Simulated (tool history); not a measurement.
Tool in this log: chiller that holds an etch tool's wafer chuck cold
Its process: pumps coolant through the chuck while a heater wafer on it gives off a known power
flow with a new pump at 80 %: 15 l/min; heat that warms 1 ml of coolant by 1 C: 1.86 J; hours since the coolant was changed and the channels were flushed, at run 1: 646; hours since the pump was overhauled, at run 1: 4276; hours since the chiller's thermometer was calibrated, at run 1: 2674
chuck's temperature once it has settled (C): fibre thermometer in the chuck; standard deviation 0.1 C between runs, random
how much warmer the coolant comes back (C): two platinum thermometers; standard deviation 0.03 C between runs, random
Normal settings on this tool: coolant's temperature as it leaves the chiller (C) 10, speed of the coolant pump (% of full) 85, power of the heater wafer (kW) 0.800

run,hour,coolant's temperature as it leaves the chiller (C),speed of the coolant pump (% of full),power of the heater wafer (kW),hours since the coolant was changed and the channels were flushed,hours since the pump was overhauled,hours since the chiller's thermometer was calibrated,chuck's temperature once it has settled (C),how much warmer the coolant comes back (C)
1,0.0,10,85,0.800,646,4276,2674,18.5,1.88
2,80.6,10,85,0.800,726,4357,2754,18.4,1.87
3,143.8,2,85,0.800,789,4420,2818,10.6,1.88
4,212.8,10,85,0.800,858,4489,2887,18.7,1.84
5,324.4,10,85,0.800,970,4600,2998,18.6,1.91
6,419.2,10,85,0.800,1065,4695,3093,18.6,1.88
7,515.8,10,85,0.800,1161,4792,3190,18.8,1.88
8,627.6,10,85,0.800,1273,4904,3301,18.9,1.89
9,717.4,10,91,0.800,1363,4993,3391,18.5,1.78
# hour 749.8: chiller's thermometer calibrated
10,809.5,15,61,0.800,1454,5085,60,26.5,2.56
11,860.0,2,65,0.800,1505,5135,110,13.5,2.44
12,908.4,2,65,0.800,1553,5183,159,13.5,2.46
13,984.3,2,65,0.800,1629,5259,235,13.2,2.47
# hour 1062.7: coolant pump overhauled
14,1062.7,2,65,1.039,1702,0,308,15.2,2.75
15,1134.0,0,71,0.497,1774,71,379,6.0,1.16
16,1216.1,10,78,0.477,1856,153,461,15.4,1.03
17,1330.5,3,67,0.800,1970,268,576,13.1,2.08
18,1448.0,18,77,0.601,2087,385,693,25.1,1.34

Below are 4 alternative next runs, each starting from the tool's condition after run 18. Predict each:
A,1498.3,10,85,0.414,2138,436,743,?,?
B,1498.3,10,77,0.937,2138,436,743,?,?
C,1498.3,1,85,0.800,2138,436,743,?,?
D,1498.3,18,77,0.416,2138,436,743,?,?

run,chuck's temperature once it has settled (C),how much warmer the coolant comes back (C)
A,14.6,0.80
B,20.9,2.08
C,10.0,1.67
D,22.8,0.91
With no hidden state in the tool, these same runs would have given:
run,chuck's temperature once it has settled (C),how much warmer the coolant comes back (C)
A,14.1,0.80
B,19.6,2.07
C,8.9,1.65
D,22.2,0.90

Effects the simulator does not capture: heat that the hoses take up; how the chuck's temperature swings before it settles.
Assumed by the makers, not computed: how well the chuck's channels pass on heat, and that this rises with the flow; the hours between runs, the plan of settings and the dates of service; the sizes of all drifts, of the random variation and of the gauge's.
